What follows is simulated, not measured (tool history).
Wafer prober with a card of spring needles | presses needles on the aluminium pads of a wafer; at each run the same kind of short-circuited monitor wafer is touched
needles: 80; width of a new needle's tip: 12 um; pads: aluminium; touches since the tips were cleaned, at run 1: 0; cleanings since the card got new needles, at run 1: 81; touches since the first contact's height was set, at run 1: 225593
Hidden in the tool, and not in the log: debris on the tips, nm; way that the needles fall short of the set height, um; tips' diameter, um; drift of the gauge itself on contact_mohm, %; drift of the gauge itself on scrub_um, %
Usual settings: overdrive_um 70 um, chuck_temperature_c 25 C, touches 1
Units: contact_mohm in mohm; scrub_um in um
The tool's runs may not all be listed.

run	hour	overdrive_um	chuck_temperature_c	touches	touches since the tips were cleaned	cleanings since the card got new needles	touches since the first contact's height was set	contact_mohm	scrub_um
1	0.0	70	25	1	0	81	225593	271	15.21
# hour 19.6: tips cleaned on abrasive film
2	29.8	70	25	1	3070	82	234530	279	15.25
# hour 36.9: tips cleaned on abrasive film
3	50.1	70	25	1	3961	83	240592	269	15.20
# hour 53.5: tips cleaned on abrasive film
4	69.6	70	25	1	4829	84	246416	269	15.22
# hour 72.0: tips cleaned on abrasive film
# hour 77.4: height of the first contact set anew
# hour 88.6: tips cleaned on abrasive film
# hour 106.4: tips cleaned on abrasive film
5	106.4	70	25	1	0	87	8667	270	15.22
# hour 123.8: tips cleaned on abrasive film
6	129.2	70	25	1	1636	88	15480	270	15.26
# hour 142.3: tips cleaned on abrasive film
# hour 159.6: tips cleaned on abrasive film
7	163.6	70	25	1	1207	90	25755	271	15.20
# hour 176.0: tips cleaned on abrasive film
# hour 194.7: tips cleaned on abrasive film
8	194.7	70	25	1	0	92	35047	274	15.15
# hour 214.0: tips cleaned on abrasive film
9	225.7	70	53	1	3518	93	44335	284	15.25
# hour 230.3: tips cleaned on abrasive film
# hour 247.4: tips cleaned on abrasive film
10	247.9	55	25	1	125	95	50936	277	11.89
# hour 265.0: tips cleaned on abrasive film
11	265.9	55	25	1	266	96	56335	275	11.87
# hour 282.5: tips cleaned on abrasive film
12	284.7	70	25	1	659	97	61953	271	15.20
# hour 300.5: tips cleaned on abrasive film
13	309.7	70	25	1	2767	98	69450	275	15.14
# hour 318.7: tips cleaned on abrasive film
14	331.7	55	25	2	3904	99	76005	272	11.93
# hour 337.4: tips cleaned on abrasive film
# hour 354.4: tips cleaned on abrasive film
15	357.6	54	120	2	953	101	83734	307	11.67
# hour 372.4: tips cleaned on abrasive film
16	376.0	52	25	1	1065	102	89240	275	11.24
# hour 389.9: tips cleaned on abrasive film
17	397.7	70	40	1	2354	103	95750	277	15.09
# hour 406.4: tips cleaned on abrasive film
# hour 423.4: tips cleaned on abrasive film
18	436.0	70	40	1	3788	105	107185	279	15.15
# hour 442.9: tips cleaned on abrasive film
19	457.8	70	40	2	4496	106	113719	279	15.15
# hour 460.6: tips cleaned on abrasive film
# hour 477.5: tips cleaned on abrasive film
20	490.3	59	27	2	3848	108	123419	272	12.73
# hour 496.2: tips cleaned on abrasive film
21	511.8	59	27	2	4714	109	129863	277	12.80
# hour 514.7: tips cleaned on abrasive film
# hour 531.4: tips cleaned on abrasive film
22	535.5	59	27	2	1252	111	136925	278	12.71
# hour 549.8: tips cleaned on abrasive film
# hour 566.8: tips cleaned on abrasive film
23	573.1	59	27	2	1911	113	148169	275	12.69
# hour 583.6: tips cleaned on abrasive film
# hour 600.9: tips cleaned on abrasive film
24	602.2	59	27	2	400	115	156850	275	12.74
# hour 618.1: tips cleaned on abrasive film
25	630.4	59	54	1	3717	116	165301	284	12.72
# hour 635.6: tips cleaned on abrasive film
26	649.5	53	36	2	4163	117	170992	284	11.44

3 ways to go on from here, each from the tool as it stands after run 26. What would each give?
# hour 654.6: tips cleaned on abrasive film
A	669.6	83	34	2	4508	118	177018	?	?
# hour 654.6: tips cleaned on abrasive film
B	669.6	69	36	1	4508	118	177018	?	?
# hour 654.6: tips cleaned on abrasive film
C	669.6	68	59	3	4508	118	177018	?	?

run	contact_mohm	scrub_um
A	274	17.85
B	272	14.86
C	282	14.62
Without the tool's hidden state the same runs would have given:
run	contact_mohm	scrub_um
A	273	18.04
B	271	15.02
C	282	14.77

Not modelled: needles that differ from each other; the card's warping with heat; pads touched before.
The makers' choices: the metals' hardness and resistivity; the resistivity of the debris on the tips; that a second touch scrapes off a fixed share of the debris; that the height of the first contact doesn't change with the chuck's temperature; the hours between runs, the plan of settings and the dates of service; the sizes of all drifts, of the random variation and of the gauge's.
